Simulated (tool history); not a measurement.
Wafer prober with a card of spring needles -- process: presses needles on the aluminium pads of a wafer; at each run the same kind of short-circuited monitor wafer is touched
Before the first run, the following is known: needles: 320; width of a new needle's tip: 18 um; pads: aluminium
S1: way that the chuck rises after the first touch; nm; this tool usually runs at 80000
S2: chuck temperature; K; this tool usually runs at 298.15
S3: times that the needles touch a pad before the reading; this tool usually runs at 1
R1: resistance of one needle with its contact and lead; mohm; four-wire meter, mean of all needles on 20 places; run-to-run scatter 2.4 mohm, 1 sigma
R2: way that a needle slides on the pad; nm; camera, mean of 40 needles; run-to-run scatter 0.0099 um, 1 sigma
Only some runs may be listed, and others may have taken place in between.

{"run": 1, "hour": 0.0, "S1": 80000, "S2": 298.15, "S3": 1, "R1": 283, "R2": 13638}
{"run": 2, "hour": 9.1, "S1": 80000, "S2": 298.15, "S3": 1, "R1": 400, "R2": 13605}
{"hour": 24.1, "done": "tips cleaned on abrasive film"}
{"run": 3, "hour": 30.7, "S1": 80000, "S2": 357.15, "S3": 1, "R1": 392, "R2": 13603}
{"hour": 47.2, "done": "tips cleaned on abrasive film"}
{"run": 4, "hour": 51.1, "S1": 80000, "S2": 298.15, "S3": 3, "R1": 299, "R2": 13588}
{"hour": 63.2, "done": "height of the first contact set anew"}
{"run": 5, "hour": 67.2, "S1": 80000, "S2": 316.15, "S3": 1, "R1": 419, "R2": 13782}
{"hour": 71.0, "done": "tips cleaned on abrasive film"}
{"run": 6, "hour": 82.8, "S1": 63000, "S2": 298.15, "S3": 1, "R1": 478, "R2": 10837}
{"hour": 95.3, "done": "tips cleaned on abrasive film"}
{"run": 7, "hour": 99.7, "S1": 63000, "S2": 372.15, "S3": 1, "R1": 432, "R2": 10824}
{"hour": 118.9, "done": "tips cleaned on abrasive film"}
{"run": 8, "hour": 121.0, "S1": 63000, "S2": 372.15, "S3": 1, "R1": 385, "R2": 10811}
{"hour": 142.6, "done": "tips cleaned on abrasive film"}
{"run": 9, "hour": 143.3, "S1": 63000, "S2": 372.15, "S3": 1, "R1": 333, "R2": 10801}
{"run": 10, "hour": 162.3, "S1": 80000, "S2": 298.15, "S3": 1, "R1": 424, "R2": 13737}
{"hour": 165.8, "done": "tips cleaned on abrasive film"}
{"run": 11, "hour": 175.3, "S1": 80000, "S2": 350.15, "S3": 1, "R1": 403, "R2": 13740}
{"hour": 188.8, "done": "tips cleaned on abrasive film"}
{"run": 12, "hour": 191.9, "S1": 80000, "S2": 350.15, "S3": 1, "R1": 354, "R2": 13719}
{"hour": 211.8, "done": "tips cleaned on abrasive film"}
{"run": 13, "hour": 212.5, "S1": 80000, "S2": 350.15, "S3": 1, "R1": 304, "R2": 13690}
{"run": 14, "hour": 231.0, "S1": 80000, "S2": 350.15, "S3": 1, "R1": 422, "R2": 13702}
{"hour": 235.4, "done": "tips cleaned on abrasive film"}
{"run": 15, "hour": 245.8, "S1": 80000, "S2": 350.15, "S3": 1, "R1": 415, "R2": 13704}
{"hour": 258.4, "done": "tips cleaned on abrasive film"}
{"run": 16, "hour": 258.4, "S1": 64000, "S2": 298.15, "S3": 3, "R1": 279, "R2": 10926}
{"run": 17, "hour": 272.7, "S1": 78000, "S2": 298.15, "S3": 3, "R1": 323, "R2": 13347}
{"hour": 281.8, "done": "tips cleaned on abrasive film"}
{"run": 18, "hour": 289.4, "S1": 78000, "S2": 298.15, "S3": 3, "R1": 316, "R2": 13322}
{"run": 19, "hour": 299.7, "S1": 80000, "S2": 298.15, "S3": 2, "R1": 358, "R2": 13670}
{"hour": 304.9, "done": "tips cleaned on abrasive film"}
{"run": 20, "hour": 320.9, "S1": 95000, "S2": 298.15, "S3": 1, "R1": 376, "R2": 16243}
{"hour": 328.1, "done": "tips cleaned on abrasive film"}
{"run": 21, "hour": 339.9, "S1": 89000, "S2": 307.15, "S3": 1, "R1": 390, "R2": 15197}
{"hour": 352.1, "done": "tips cleaned on abrasive film"}
{"run": 22, "hour": 358.6, "S1": 89000, "S2": 345.15, "S3": 1, "R1": 378, "R2": 15186}
{"run": 23, "hour": 372.0, "S1": 80000, "S2": 351.15, "S3": 2, "R1": 373, "R2": 13632}

The logged runs with the hidden state left out (each run's random variation unchanged):
The hidden state here: debris on the tips, nm; way that the needles fall short of the set height, um; tips' diameter, um; drift of the gauge itself on contact_mohm, %; drift of the gauge itself on scrub_um, %.
run=1 R1=273 R2=13800
run=2 R1=271 R2=13766
run=3 R1=285 R2=13773
run=4 R1=269 R2=13770
run=5 R1=274 R2=13782
run=6 R1=268 R2=10845
run=7 R1=301 R2=10844
run=8 R1=295 R2=10841
run=9 R1=295 R2=10839
run=10 R1=272 R2=13775
run=11 R1=283 R2=13790
run=12 R1=283 R2=13776
run=13 R1=282 R2=13758
run=14 R1=283 R2=13771
run=15 R1=288 R2=13784
run=16 R1=270 R2=11016
run=17 R1=267 R2=13438
run=18 R1=267 R2=13425
run=19 R1=266 R2=13773
run=20 R1=264 R2=16358
run=21 R1=273 R2=15321
run=22 R1=284 R2=15320
run=23 R1=286 R2=13766
